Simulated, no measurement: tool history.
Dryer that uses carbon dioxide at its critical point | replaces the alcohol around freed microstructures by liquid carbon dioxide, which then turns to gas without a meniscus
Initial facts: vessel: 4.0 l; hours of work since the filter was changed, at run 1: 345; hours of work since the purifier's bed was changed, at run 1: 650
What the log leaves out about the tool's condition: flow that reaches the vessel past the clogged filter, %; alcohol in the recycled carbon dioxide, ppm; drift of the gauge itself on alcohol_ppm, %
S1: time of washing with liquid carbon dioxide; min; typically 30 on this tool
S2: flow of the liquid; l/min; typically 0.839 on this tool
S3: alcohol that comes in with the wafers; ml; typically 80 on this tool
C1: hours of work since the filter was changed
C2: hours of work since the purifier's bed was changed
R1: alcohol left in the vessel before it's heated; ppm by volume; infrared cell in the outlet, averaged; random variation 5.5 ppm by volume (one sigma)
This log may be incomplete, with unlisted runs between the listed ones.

run 1 day=0.000 | S1=30 S2=0.839 S3=80 | C1=345 C2=650 | R1=350
run 2 day=1.375 | S1=30 S2=0.839 S3=80 | C1=355 C2=660 | R1=372
-- day=2.188 inlet filter changed
run 3 day=3.200 | S1=30 S2=0.839 S3=80 | C1=8 C2=674 | R1=207
run 4 day=4.342 | S1=30 S2=0.839 S3=80 | C1=16 C2=682 | R1=212
run 5 day=6.600 | S1=38 S2=0.839 S3=80 | C1=33 C2=699 | R1=90
run 6 day=8.892 | S1=38 S2=0.839 S3=80 | C1=50 C2=716 | R1=102
run 7 day=11.025 | S1=38 S2=0.839 S3=80 | C1=66 C2=732 | R1=93
run 8 day=12.179 | S1=30 S2=0.839 S3=80 | C1=74 C2=740 | R1=232
run 9 day=14.342 | S1=30 S2=1.358 S3=98 | C1=90 C2=756 | R1=68
run 10 day=16.367 | S1=30 S2=1.358 S3=98 | C1=105 C2=771 | R1=79
run 11 day=18.321 | S1=30 S2=0.839 S3=75 | C1=120 C2=786 | R1=244
run 12 day=19.783 | S1=29 S2=1.066 S3=80 | C1=131 C2=797 | R1=122
run 13 day=21.888 | S1=29 S2=1.066 S3=80 | C1=146 C2=812 | R1=132
run 14 day=23.200 | S1=29 S2=1.066 S3=80 | C1=156 C2=822 | R1=138
run 15 day=25.208 | S1=29 S2=1.066 S3=80 | C1=171 C2=837 | R1=132
run 16 day=26.275 | S1=19 S2=1.066 S3=80 | C1=179 C2=845 | R1=561

3 ways to go on from here, each from the tool as it stands after run 16. What would each give?
run A day=27.988 | S1=19 S2=1.239 S3=37 | C1=191 C2=858 | R1=?
run B day=27.988 | S1=30 S2=1.098 S3=30 | C1=191 C2=858 | R1=?
run C day=27.988 | S1=29 S2=0.759 S3=80 | C1=191 C2=858 | R1=?

run=A R1=197
run=B R1=88
run=C R1=467
Stripped of hidden state, with their random variation kept, the same runs would have yielded:
run=A R1=99
run=B R1=20
run=C R1=294
